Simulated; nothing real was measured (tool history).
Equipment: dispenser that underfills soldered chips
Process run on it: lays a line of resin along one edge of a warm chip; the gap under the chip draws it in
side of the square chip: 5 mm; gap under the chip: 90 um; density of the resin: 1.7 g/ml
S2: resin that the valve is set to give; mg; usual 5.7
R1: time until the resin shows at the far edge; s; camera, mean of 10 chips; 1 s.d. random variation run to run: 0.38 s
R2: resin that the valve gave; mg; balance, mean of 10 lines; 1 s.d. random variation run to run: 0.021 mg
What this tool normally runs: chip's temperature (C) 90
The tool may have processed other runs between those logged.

run 1 hour=0 | chip's_temperature_(C)=90 S2=5.7 | R1=51.8 R2=5.47
-- hour=0.9 new syringe of resin
run 2 hour=5.4 | chip's_temperature_(C)=90 S2=5.7 | R1=30 R2=5.43
run 3 hour=10.5 | chip's_temperature_(C)=90 S2=6.99 | R1=41.7 R2=6.64
run 4 hour=13.4 | chip's_temperature_(C)=90 S2=6.99 | R1=48.8 R2=6.64
-- hour=14.3 new syringe of resin
run 5 hour=17.5 | chip's_temperature_(C)=90 S2=5.7 | R1=27.9 R2=5.38
run 6 hour=24.2 | chip's_temperature_(C)=90 S2=5.7 | R1=43.5 R2=5.4
-- hour=27.7 new syringe of resin
run 7 hour=27.8 | chip's_temperature_(C)=90 S2=5.7 | R1=23.1 R2=5.35
run 8 hour=31.8 | chip's_temperature_(C)=90 S2=5.7 | R1=29.8 R2=5.37
run 9 hour=35.7 | chip's_temperature_(C)=90 S2=5.7 | R1=38.3 R2=5.29
-- hour=41.5 new syringe of resin
run 10 hour=41.5 | chip's_temperature_(C)=90 S2=5.7 | R1=23.3 R2=5.35
run 11 hour=46.5 | chip's_temperature_(C)=90 S2=5.7 | R1=32.8 R2=5.31
run 12 hour=49.5 | chip's_temperature_(C)=90 S2=5.7 | R1=39.3 R2=5.3
-- hour=54.8 new syringe of resin
run 13 hour=55.9 | chip's_temperature_(C)=90 S2=5.7 | R1=25.3 R2=5.26
-- hour=59.2 dispensing valve cleaned and set on the balance
run 14 hour=60.6 | chip's_temperature_(C)=90 S2=7.01 | R1=30.1 R2=7.01
run 15 hour=65.4 | chip's_temperature_(C)=90 S2=7.01 | R1=40.5 R2=7
-- hour=69.2 new syringe of resin
run 16 hour=70.5 | chip's_temperature_(C)=90 S2=5.7 | R1=25 R2=5.7
run 17 hour=75.4 | chip's_temperature_(C)=90 S2=5.7 | R1=33.9 R2=5.66
run 18 hour=78.3 | chip's_temperature_(C)=90 S2=5.7 | R1=42.3 R2=5.63
-- hour=82.8 new syringe of resin
run 19 hour=84.4 | chip's_temperature_(C)=90 S2=5.7 | R1=24.8 R2=5.64
run 20 hour=89.6 | chip's_temperature_(C)=80 S2=7.4 | R1=53.2 R2=7.33
run 21 hour=92.7 | chip's_temperature_(C)=94 S2=5.8 | R1=35.8 R2=5.67
-- hour=96.3 new syringe of resin
run 22 hour=97.2 | chip's_temperature_(C)=101 S2=5.37 | R1=15.2 R2=5.26
run 23 hour=102.2 | chip's_temperature_(C)=90 S2=5.94 | R1=32.2 R2=5.81
run 24 hour=105.1 | chip's_temperature_(C)=90 S2=5.56 | R1=40.9 R2=5.44
-- hour=109.8 new syringe of resin
run 25 hour=111.5 | chip's_temperature_(C)=90 S2=6.55 | R1=24 R2=6.37
run 26 hour=117.2 | chip's_temperature_(C)=82 S2=6.36 | R1=53 R2=6.18
run 27 hour=120.3 | chip's_temperature_(C)=82 S2=6.36 | R1=62.9 R2=6.18
-- hour=123.4 new syringe of resin
run 28 hour=127.1 | chip's_temperature_(C)=82 S2=6.36 | R1=40.9 R2=6.14
run 29 hour=132 | chip's_temperature_(C)=77 S2=7.21 | R1=69 R2=6.96
run 30 hour=135.2 | chip's_temperature_(C)=77 S2=7.06 | R1=85.8 R2=6.79
-- hour=136.7 new syringe of resin
run 31 hour=138.8 | chip's_temperature_(C)=95 S2=5.53 | R1=21.2 R2=5.34
run 32 hour=142.9 | chip's_temperature_(C)=89 S2=6.51 | R1=35.4 R2=6.26
run 33 hour=147.3 | chip's_temperature_(C)=89 S2=6.51 | R1=45.9 R2=6.23
-- hour=150.1 new syringe of resin
run 34 hour=154.1 | chip's_temperature_(C)=89 S2=6.51 | R1=29.8 R2=6.23
run 35 hour=157.2 | chip's_temperature_(C)=98 S2=5.93 | R1=25.3 R2=5.62

5 ways to go on from here, each from the tool as it stands after run 35. What would each give?
-- hour=163.5 new syringe of resin
run A hour=163.5 | chip's_temperature_(C)=97 S2=5.7 | R1=? R2=?
-- hour=163.5 new syringe of resin
run B hour=163.5 | chip's_temperature_(C)=76 S2=6.61 | R1=? R2=?
-- hour=163.5 new syringe of resin
run C hour=163.5 | chip's_temperature_(C)=83 S2=6.95 | R1=? R2=?
-- hour=163.5 new syringe of resin
run D hour=163.5 | chip's_temperature_(C)=101 S2=6.47 | R1=? R2=?
-- hour=163.5 new syringe of resin
run E hour=163.5 | chip's_temperature_(C)=103 S2=7.11 | R1=? R2=?

run=A R1=16.7 R2=5.43
run=B R1=42.2 R2=6.26
run=C R1=30.3 R2=6.58
run=D R1=14.2 R2=6.17
run=E R1=13 R2=6.75
With the hidden condition removed and each run's random variation left untouched, the same runs would have given:
run=A R1=17.1 R2=5.71
run=B R1=43.6 R2=6.59
run=C R1=31.3 R2=6.92
run=D R1=14.6 R2=6.5
run=E R1=13.4 R2=7.1

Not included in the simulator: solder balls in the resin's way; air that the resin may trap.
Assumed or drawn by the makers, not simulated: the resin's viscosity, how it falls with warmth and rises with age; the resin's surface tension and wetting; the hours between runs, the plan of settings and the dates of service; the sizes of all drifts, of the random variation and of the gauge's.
